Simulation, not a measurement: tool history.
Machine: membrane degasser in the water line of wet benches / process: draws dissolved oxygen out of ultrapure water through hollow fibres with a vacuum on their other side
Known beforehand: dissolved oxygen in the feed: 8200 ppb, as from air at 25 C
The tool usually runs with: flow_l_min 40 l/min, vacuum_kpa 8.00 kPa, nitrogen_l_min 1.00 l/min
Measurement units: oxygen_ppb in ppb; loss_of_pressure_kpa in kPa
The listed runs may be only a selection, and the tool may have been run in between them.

Run 1, hour 0.0: usual settings. Result: oxygen_ppb 390.5 ppb, loss_of_pressure_kpa 33.37 kPa.
Run 2, hour 42.5: usual settings but flow_l_min 55 l/min. Result: oxygen_ppb 508.8 ppb, loss_of_pressure_kpa 45.80 kPa.
Run 3, hour 81.1: usual settings. Result: oxygen_ppb 387.9 ppb, loss_of_pressure_kpa 33.47 kPa.
Run 4, hour 134.6: usual settings. Result: oxygen_ppb 391.1 ppb, loss_of_pressure_kpa 33.25 kPa.
Run 5, hour 184.3: usual settings but nitrogen_l_min 2.35 l/min. Result: oxygen_ppb 196.6 ppb, loss_of_pressure_kpa 33.55 kPa.
Run 6, hour 217.6: usual settings but nitrogen_l_min 2.35 l/min. Result: oxygen_ppb 197.4 ppb, loss_of_pressure_kpa 33.22 kPa.
Run 7, hour 258.7: usual settings but nitrogen_l_min 2.35 l/min. Result: oxygen_ppb 197.4 ppb, loss_of_pressure_kpa 33.14 kPa.
Run 8, hour 291.8: usual settings but nitrogen_l_min 2.35 l/min. Result: oxygen_ppb 196.7 ppb, loss_of_pressure_kpa 33.29 kPa.
Run 9, hour 328.3: usual settings but nitrogen_l_min 2.35 l/min. Result: oxygen_ppb 196.9 ppb, loss_of_pressure_kpa 33.44 kPa.
Run 10, hour 371.3: usual settings but flow_l_min 45 l/min. Result: oxygen_ppb 429.8 ppb, loss_of_pressure_kpa 37.64 kPa.
Run 11, hour 394.0: usual settings. Result: oxygen_ppb 389.5 ppb, loss_of_pressure_kpa 33.30 kPa.
Run 12, hour 431.5: usual settings. Result: oxygen_ppb 390.3 ppb, loss_of_pressure_kpa 33.28 kPa.
Run 13, hour 483.3: usual settings. Result: oxygen_ppb 390.5 ppb, loss_of_pressure_kpa 33.46 kPa.
Run 14, hour 507.6: usual settings but vacuum_kpa 16.32 kPa. Result: oxygen_ppb 971.9 ppb, loss_of_pressure_kpa 33.13 kPa.
Run 15, hour 529.6: usual settings but nitrogen_l_min 0.55 l/min. Result: oxygen_ppb 593.8 ppb, loss_of_pressure_kpa 33.49 kPa.
Run 16, hour 571.0: usual settings. Result: oxygen_ppb 392.0 ppb, loss_of_pressure_kpa 33.50 kPa.
Run 17, hour 609.7: usual settings but flow_l_min 42 l/min, vacuum_kpa 13.92 kPa, nitrogen_l_min 0.61 l/min. Result: oxygen_ppb 1178.6 ppb, loss_of_pressure_kpa 35.04 kPa.
Run 18, hour 641.1: usual settings but nitrogen_l_min 0.44 l/min. Result: oxygen_ppb 687.3 ppb, loss_of_pressure_kpa 33.47 kPa.
Run 19, hour 690.0: usual settings but flow_l_min 54 l/min, vacuum_kpa 18.73 kPa, nitrogen_l_min 2.34 l/min. Result: oxygen_ppb 755.0 ppb, loss_of_pressure_kpa 45.15 kPa.
Run 20, hour 716.7: usual settings but flow_l_min 48 l/min, vacuum_kpa 7.24 kPa, nitrogen_l_min 0.63 l/min. Result: oxygen_ppb 532.3 ppb, loss_of_pressure_kpa 39.96 kPa.
Run 21, hour 763.6: usual settings but flow_l_min 44 l/min, nitrogen_l_min 1.05 l/min. Result: oxygen_ppb 406.8 ppb, loss_of_pressure_kpa 36.86 kPa.
Run 22, hour 810.5: usual settings but flow_l_min 44 l/min, nitrogen_l_min 1.05 l/min. Result: oxygen_ppb 409.6 ppb, loss_of_pressure_kpa 36.72 kPa.
Run 23, hour 863.2: usual settings but flow_l_min 44 l/min, nitrogen_l_min 1.05 l/min. Result: oxygen_ppb 409.3 ppb, loss_of_pressure_kpa 36.70 kPa.
Run 24, hour 897.0: usual settings but flow_l_min 44 l/min, nitrogen_l_min 1.05 l/min. Result: oxygen_ppb 409.9 ppb, loss_of_pressure_kpa 36.88 kPa.
Run 25, hour 938.7: usual settings but flow_l_min 44 l/min, nitrogen_l_min 1.05 l/min. Result: oxygen_ppb 408.3 ppb, loss_of_pressure_kpa 36.96 kPa.
Run 26, hour 971.0: usual settings but flow_l_min 44 l/min, nitrogen_l_min 1.05 l/min. Result: oxygen_ppb 408.9 ppb, loss_of_pressure_kpa 36.94 kPa.
Run 27, hour 1023.7: usual settings but flow_l_min 44 l/min, nitrogen_l_min 1.05 l/min. Result: oxygen_ppb 409.2 ppb, loss_of_pressure_kpa 36.86 kPa.
Run 28, hour 1049.7: usual settings but flow_l_min 62 l/min, vacuum_kpa 6.35 kPa, nitrogen_l_min 1.05 l/min. Result: oxygen_ppb 385.2 ppb, loss_of_pressure_kpa 52.05 kPa.
Run 29, hour 1093.5: usual settings but flow_l_min 50 l/min, vacuum_kpa 12.40 kPa, nitrogen_l_min 1.03 l/min. Result: oxygen_ppb 824.0 ppb, loss_of_pressure_kpa 41.67 kPa.
Run 30, hour 1116.4: usual settings but flow_l_min 31 l/min, vacuum_kpa 9.71 kPa, nitrogen_l_min 1.08 l/min. Result: oxygen_ppb 394.6 ppb, loss_of_pressure_kpa 26.13 kPa.
Run 31, hour 1147.8: usual settings but flow_l_min 31 l/min, vacuum_kpa 9.71 kPa, nitrogen_l_min 1.08 l/min. Result: oxygen_ppb 394.9 ppb, loss_of_pressure_kpa 25.82 kPa.
Run 32, hour 1192.4: usual settings but flow_l_min 25 l/min, vacuum_kpa 11.01 kPa, nitrogen_l_min 1.93 l/min. Result: oxygen_ppb 236.1 ppb, loss_of_pressure_kpa 20.71 kPa.

Selected run-to-run steps in oxygen_ppb, each split into two signed amounts: the part the tool would show with no hidden state at all (from settings, incoming material and random variation), and the remainder, which goes to the hidden state together with any gauge scatter not common to the measured and the hidden-state-free results:
What the log doesn't record here: membrane still open, %; true pressure behind the membrane over the reading, kPa; air that leaks in behind the membrane, l/min; drift of the gauge itself on oxygen_ppb, %; drift of the gauge itself on loss_of_pressure_kpa, %.
Run 9 -> 10: flow_l_min 40 -> 45, nitrogen_l_min 2.35 -> 1.00. oxygen_ppb +232.9 ppb: hidden state +5.6, all else +227.3.
Run 13 -> 14: vacuum_kpa 8.00 -> 16.32. oxygen_ppb +581.4 ppb: hidden state -0.8, all else +582.2.
Run 16 -> 17: flow_l_min 40 -> 42, vacuum_kpa 8.00 -> 13.92, nitrogen_l_min 1.00 -> 0.61. oxygen_ppb +786.6 ppb: hidden state +2.1, all else +784.5.
Run 17 -> 18: flow_l_min 42 -> 40, vacuum_kpa 13.92 -> 8.00, nitrogen_l_min 0.61 -> 0.44. oxygen_ppb -491.3 ppb: hidden state +4.5, all else -495.8.
Run 18 -> 19: flow_l_min 40 -> 54, vacuum_kpa 8.00 -> 18.73, nitrogen_l_min 0.44 -> 2.34. oxygen_ppb +67.7 ppb: hidden state -9.7, all else +77.4.
Run 19 -> 20: flow_l_min 54 -> 48, vacuum_kpa 18.73 -> 7.24, nitrogen_l_min 2.34 -> 0.63. oxygen_ppb -222.7 ppb: hidden state +9.2, all else -231.9.
